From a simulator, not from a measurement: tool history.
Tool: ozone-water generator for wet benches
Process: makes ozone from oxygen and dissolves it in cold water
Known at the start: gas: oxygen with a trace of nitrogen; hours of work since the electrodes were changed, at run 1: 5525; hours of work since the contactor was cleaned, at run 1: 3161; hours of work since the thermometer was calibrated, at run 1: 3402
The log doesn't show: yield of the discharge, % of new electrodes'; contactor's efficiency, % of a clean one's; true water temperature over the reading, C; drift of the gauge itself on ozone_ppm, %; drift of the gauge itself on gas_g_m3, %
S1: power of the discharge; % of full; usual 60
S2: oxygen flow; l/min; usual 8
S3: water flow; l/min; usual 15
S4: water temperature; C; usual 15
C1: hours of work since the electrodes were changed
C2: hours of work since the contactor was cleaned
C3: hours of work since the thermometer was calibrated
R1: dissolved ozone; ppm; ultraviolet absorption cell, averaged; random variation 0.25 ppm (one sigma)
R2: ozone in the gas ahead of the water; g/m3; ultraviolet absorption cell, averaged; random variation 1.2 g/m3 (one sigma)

Run 1, day 0: usual settings; C1 5525; C2 3161; C3 3402. Result: R1 37.9 ppm, R2 221.8 g/m3.
Run 2, day 4.258: usual settings but S1 48 % of full; C1 5624; C2 3260; C3 3501. Result: R1 31 ppm, R2 183.5 g/m3.
At day 5.592: electrodes of the discharge changed.
Run 3, day 9.696: usual settings but S3 21 l/min; C1 96; C2 3381; C3 3622. Result: R1 29.6 ppm, R2 223 g/m3.
Run 4, day 14.542: usual settings but S3 21 l/min; C1 209; C2 3494; C3 3735. Result: R1 29.6 ppm, R2 223 g/m3.
Run 5, day 18.404: usual settings but S3 21 l/min; C1 299; C2 3584; C3 3825. Result: R1 29.9 ppm, R2 224.3 g/m3.
At day 19.042: water thermometer calibrated.
Run 6, day 22.438: usual settings; C1 392; C2 3678; C3 79. Result: R1 38 ppm, R2 223.5 g/m3.
Run 7, day 28.325: usual settings but S3 17 l/min; C1 529; C2 3815; C3 216. Result: R1 34.5 ppm, R2 223.5 g/m3.
Run 8, day 31.242: usual settings but S3 17 l/min; C1 597; C2 3883; C3 284. Result: R1 35 ppm, R2 222 g/m3.
At day 33.638: contactor cleaned.
Run 9, day 34.304: usual settings but S3 17 l/min; C1 665; C2 15; C3 352. Result: R1 35.3 ppm, R2 222.1 g/m3.
Run 10, day 40.233: usual settings but S3 17 l/min; C1 803; C2 154; C3 490. Result: R1 34.9 ppm, R2 221.3 g/m3.
Run 11, day 44.183: usual settings but S3 17 l/min; C1 895; C2 246; C3 582. Result: R1 34.9 ppm, R2 223.3 g/m3.
Run 12, day 49.167: usual settings but S3 17 l/min; C1 1012; C2 362; C3 698. Result: R1 34.4 ppm, R2 224.9 g/m3.
Run 13, day 51.975: usual settings but S3 14 l/min, S4 9 C; C1 1077; C2 427; C3 764. Result: R1 45 ppm, R2 223.2 g/m3.
Run 14, day 55.912: usual settings but S4 7 C; C1 1169; C2 519; C3 856. Result: R1 43.9 ppm, R2 224 g/m3.
Run 15, day 62.121: usual settings but S2 5.61 l/min, S4 7 C; C1 1314; C2 664; C3 1000. Result: R1 43.5 ppm, R2 265.7 g/m3.
Run 16, day 66.55: usual settings but S2 5.61 l/min, S4 7 C; C1 1417; C2 767; C3 1104. Result: R1 43 ppm, R2 262.4 g/m3.
Run 17, day 71.317: usual settings but S2 5.61 l/min, S4 7 C; C1 1528; C2 878; C3 1215. Result: R1 43.5 ppm, R2 266.3 g/m3.
Run 18, day 76.933: usual settings but S1 80 % of full, S2 4.79 l/min, S3 19 l/min; C1 1659; C2 1009; C3 1346. Result: R1 40.5 ppm, R2 368.1 g/m3.
Run 19, day 81.796: usual settings but S1 80 % of full, S2 4.79 l/min, S3 19 l/min; C1 1772; C2 1123; C3 1459. Result: R1 40.9 ppm, R2 370.6 g/m3.
Run 20, day 85.1: usual settings but S1 80 % of full, S2 4.79 l/min, S3 19 l/min; C1 1849; C2 1200; C3 1536. Result: R1 40.5 ppm, R2 368.9 g/m3.
Run 21, day 88.608: usual settings but S1 80 % of full, S2 4.79 l/min, S3 19 l/min; C1 1931; C2 1282; C3 1618. Result: R1 40.5 ppm, R2 370.3 g/m3.
Run 22, day 94.517: usual settings but S1 80 % of full, S2 4.79 l/min, S3 18 l/min, S4 12 C; C1 2069; C2 1419; C3 1756. Result: R1 44.2 ppm, R2 367.2 g/m3.
Run 23, day 98.733: usual settings but S1 80 % of full, S2 7.07 l/min, S3 14 l/min, S4 12 C; C1 2167; C2 1518; C3 1854. Result: R1 54.9 ppm, R2 307.4 g/m3.
Run 24, day 103.371: usual settings but S2 8.41 l/min, S3 17 l/min; C1 2275; C2 1626; C3 1962. Result: R1 34.5 ppm, R2 219 g/m3.

Hidden state at the last listed run before each entry between runs and at the first one after, where it differs:
Between runs 2 and 3: electrodes of the discharge changed (day 5.592)
  yield of the discharge, % of new electrodes': 99.7 -> 100; contactor's efficiency, % of a clean one's: 99.9 -> 99.8
Between runs 5 and 6: water thermometer calibrated (day 19.042)
  true water temperature over the reading, C: 0.01 -> 0
Between runs 8 and 9: contactor cleaned (day 33.638)
  contactor's efficiency, % of a clean one's: 99.8 -> 100

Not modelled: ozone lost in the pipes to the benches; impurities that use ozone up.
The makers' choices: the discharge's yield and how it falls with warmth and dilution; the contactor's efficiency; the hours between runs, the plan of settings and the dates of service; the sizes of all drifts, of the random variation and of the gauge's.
